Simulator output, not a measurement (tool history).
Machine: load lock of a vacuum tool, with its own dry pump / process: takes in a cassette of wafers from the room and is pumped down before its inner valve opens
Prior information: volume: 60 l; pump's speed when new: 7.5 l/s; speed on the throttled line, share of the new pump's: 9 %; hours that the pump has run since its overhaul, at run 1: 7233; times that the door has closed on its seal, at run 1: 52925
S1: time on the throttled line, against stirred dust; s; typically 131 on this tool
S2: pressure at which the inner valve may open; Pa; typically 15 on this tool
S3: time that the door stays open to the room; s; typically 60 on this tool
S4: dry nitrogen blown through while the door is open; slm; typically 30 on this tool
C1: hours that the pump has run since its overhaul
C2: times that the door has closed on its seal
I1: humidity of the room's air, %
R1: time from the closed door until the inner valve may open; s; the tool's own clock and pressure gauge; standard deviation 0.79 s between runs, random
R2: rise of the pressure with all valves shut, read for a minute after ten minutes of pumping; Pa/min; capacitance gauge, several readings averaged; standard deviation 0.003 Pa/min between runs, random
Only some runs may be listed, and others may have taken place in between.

run	day	S1	S2	S3	S4	C1	C2	I1	R1	R2
1	0	131	15	60	30	7233	52925	44.1	193.8	0.307
2	9.033	131	15	60	30	7450	53563	43.6	194	0.313
3	16.158	131	15	60	30	7621	54067	45.2	194	0.325
4	22.033	131	15	60	37	7762	54482	47.1	194.8	0.327
5	26.362	131	15	60	37	7866	54788	46.2	194.1	0.321
6	30.75	131	15	60	37	7971	55098	41.8	192.7	0.326
7	39.158	131	15	60	37	8173	55691	45.6	192.8	0.329
8	46.383	131	15	60	37	8346	56202	43.7	194.5	0.338
9	51.738	131	15	60	30	8475	56580	44.3	193.9	0.339
10	55.9	131	15	60	30	8574	56874	44.9	193.9	0.34
11	61.842	131	15	60	14	8717	57294	44.9	195.7	0.375
12	67.046	124	15	60	14	8842	57662	44	187.3	0.365
13	72.725	124	15	60	43	8978	58063	43.6	188.6	0.352
14	76.462	124	15	60	43	9068	58327	48.3	187.5	0.347
15	83.492	124	15	60	43	9237	58824	44.9	189.7	0.354
16	89.308	131	15	60	30	9376	59234	46	196.3	0.364
17	96.883	131	15	60	30	9558	59770	47.7	195	0.372
18	102.338	131	15	60	30	9689	60155	43.7	195.3	0.369
19	111.304	131	15	60	30	9904	60789	42.2	196.1	0.369
20	119.371	131	26	28	30	10098	61358	46.3	190	0.377
21	124.733	131	15	89	30	10226	61737	44.2	196.2	0.399
22	131.533	131	15	89	30	10390	62218	46.1	195.3	0.398
23	138.617	168	19	39	21	10560	62718	44.2	229.2	0.386
24	147.346	168	19	39	21	10769	63335	45.3	227.2	0.402
25	151.817	86	15	60	30	10876	63650	43.4	154.1	0.407
26	160.475	86	15	60	30	11084	64262	43.8	154.2	0.405
27	168.329	86	15	60	30	11273	64817	45.8	154.8	0.413
28	172.308	86	14	218	30	11368	65098	41.1	155.2	0.433
29	180.258	76	16	220	5	11559	65660	45.2	145.6	0.489
30	187.4	76	16	220	5	11730	66164	45.8	146.3	0.492
31	191.467	131	17	60	31	11828	66452	44.9	195.7	0.432
32	197.921	131	15	189	18	11983	66908	45	196	0.47
33	203.242	138	13	60	30	12111	67284	40.5	206.2	0.438
34	210.396	68	17	58	30	12282	67789	45.5	138.4	0.447
35	216.721	143	15	60	30	12434	68236	44.5	208.3	0.45
# day 219.65: door's seal changed, seat wiped
36	224.75	67	23	60	5	12625	361	46.2	134.9	0.062
37	231.171	235	13	60	5	12779	814	47.3	290.8	0.072
38	237.754	131	26	31	30	12937	1279	46.4	193	0.037

Subtracting, for every run, the result it would have given without the tool's unlogged condition from the measured result gives the following. The same run-to-run variation enters both numbers; the gauge's scatter may not:
The tool's hidden condition here consists of: pump's speed, % of a new pump's; leak at the door's seal, Pa l/s; drift of the gauge itself on ready_s, %; drift of the gauge itself on rise_pa_min, %.
run	R1	R2
1	+3.6	+0.27
2	+3.7	+0.276
3	+3.8	+0.285
4	+3.9	+0.288
5	+4	+0.287
6	+4	+0.289
7	+4.1	+0.292
8	+4.2	+0.302
9	+4.3	+0.301
10	+4.3	+0.3
11	+4.5	+0.318
12	+4.5	+0.31
13	+4.8	+0.318
14	+4.8	+0.314
15	+5	+0.321
16	+4.9	+0.325
17	+4.9	+0.333
18	+5	+0.33
19	+5.2	+0.334
20	+4.9	+0.349
21	+5.3	+0.351
22	+5.4	+0.355
23	+5.1	+0.35
24	+5.2	+0.358
25	+6.1	+0.369
26	+6.1	+0.366
27	+6.3	+0.376
28	+6.4	+0.376
29	+6.5	+0.384
30	+6.7	+0.388
31	+6.4	+0.39
32	+6.3	+0.395
33	+6.6	+0.403
34	+7.1	+0.408
35	+6.8	+0.412
36	+7	+0
37	+6	+0.001
38	+6.5	+0.002

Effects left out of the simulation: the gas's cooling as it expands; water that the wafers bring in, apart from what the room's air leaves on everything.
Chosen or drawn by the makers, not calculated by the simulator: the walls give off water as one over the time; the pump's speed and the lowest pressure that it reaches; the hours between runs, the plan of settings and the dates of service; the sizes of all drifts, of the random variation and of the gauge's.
